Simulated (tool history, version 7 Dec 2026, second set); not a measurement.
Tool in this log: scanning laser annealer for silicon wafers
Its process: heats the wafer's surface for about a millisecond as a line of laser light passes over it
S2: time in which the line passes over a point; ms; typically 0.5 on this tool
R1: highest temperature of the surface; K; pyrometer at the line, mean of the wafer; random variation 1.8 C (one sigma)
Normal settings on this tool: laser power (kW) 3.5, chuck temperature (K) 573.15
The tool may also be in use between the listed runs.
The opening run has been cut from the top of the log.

-- hour=9.1 window over the wafer cleaned
run 2 hour=11.7 | laser_power_(kW)=3.5 S2=0.37 chuck_temperature_(K)=573.15 | R1=1187.15
run 3 hour=18.7 | laser_power_(kW)=3.5 S2=0.5 chuck_temperature_(K)=573.15 | R1=1306.15
run 4 hour=26.9 | laser_power_(kW)=3.5 S2=0.5 chuck_temperature_(K)=537.15 | R1=1270.15
run 5 hour=34.3 | laser_power_(kW)=3.004 S2=0.5 chuck_temperature_(K)=573.15 | R1=1195.15
run 6 hour=44.2 | laser_power_(kW)=3.004 S2=0.5 chuck_temperature_(K)=573.15 | R1=1197.15
run 7 hour=60.1 | laser_power_(kW)=3.004 S2=0.5 chuck_temperature_(K)=573.15 | R1=1196.15
run 8 hour=67.7 | laser_power_(kW)=3.004 S2=0.5 chuck_temperature_(K)=573.15 | R1=1199.15
run 9 hour=79 | laser_power_(kW)=3.004 S2=0.5 chuck_temperature_(K)=573.15 | R1=1198.15
run 10 hour=86.9 | laser_power_(kW)=3.5 S2=0.5 chuck_temperature_(K)=592.15 | R1=1324.15
run 11 hour=100.5 | laser_power_(kW)=3.5 S2=0.5 chuck_temperature_(K)=592.15 | R1=1325.15
run 12 hour=113.9 | laser_power_(kW)=3.5 S2=0.5 chuck_temperature_(K)=592.15 | R1=1326.15
run 13 hour=126.6 | laser_power_(kW)=3.415 S2=0.5 chuck_temperature_(K)=592.15 | R1=1305.15
run 14 hour=136.5 | laser_power_(kW)=3.415 S2=0.5 chuck_temperature_(K)=592.15 | R1=1306.15
run 15 hour=142.9 | laser_power_(kW)=3.415 S2=0.5 chuck_temperature_(K)=592.15 | R1=1306.15
run 16 hour=154.4 | laser_power_(kW)=3.5 S2=0.408 chuck_temperature_(K)=573.15 | R1=1220.15
run 17 hour=165.1 | laser_power_(kW)=3.5 S2=0.408 chuck_temperature_(K)=573.15 | R1=1221.15
run 18 hour=176.1 | laser_power_(kW)=3.5 S2=0.396 chuck_temperature_(K)=573.15 | R1=1210.15
run 19 hour=187.9 | laser_power_(kW)=3.5 S2=0.396 chuck_temperature_(K)=573.15 | R1=1210.15
run 20 hour=199.5 | laser_power_(kW)=3.5 S2=0.396 chuck_temperature_(K)=573.15 | R1=1207.15
run 21 hour=208.7 | laser_power_(kW)=3.5 S2=0.399 chuck_temperature_(K)=573.15 | R1=1212.15
run 22 hour=223.4 | laser_power_(kW)=3.5 S2=0.367 chuck_temperature_(K)=609.15 | R1=1216.15

Run 23 is up next; what results do you expect?
run 23 hour=237.1 | laser_power_(kW)=3.5 S2=0.367 chuck_temperature_(K)=609.15 | R1=?

Run 23 measured R1 1216.15 K.
Take away the tool's hidden state, keep the run-to-run variation as it was, and the same run would have given R1 1216.15 K.
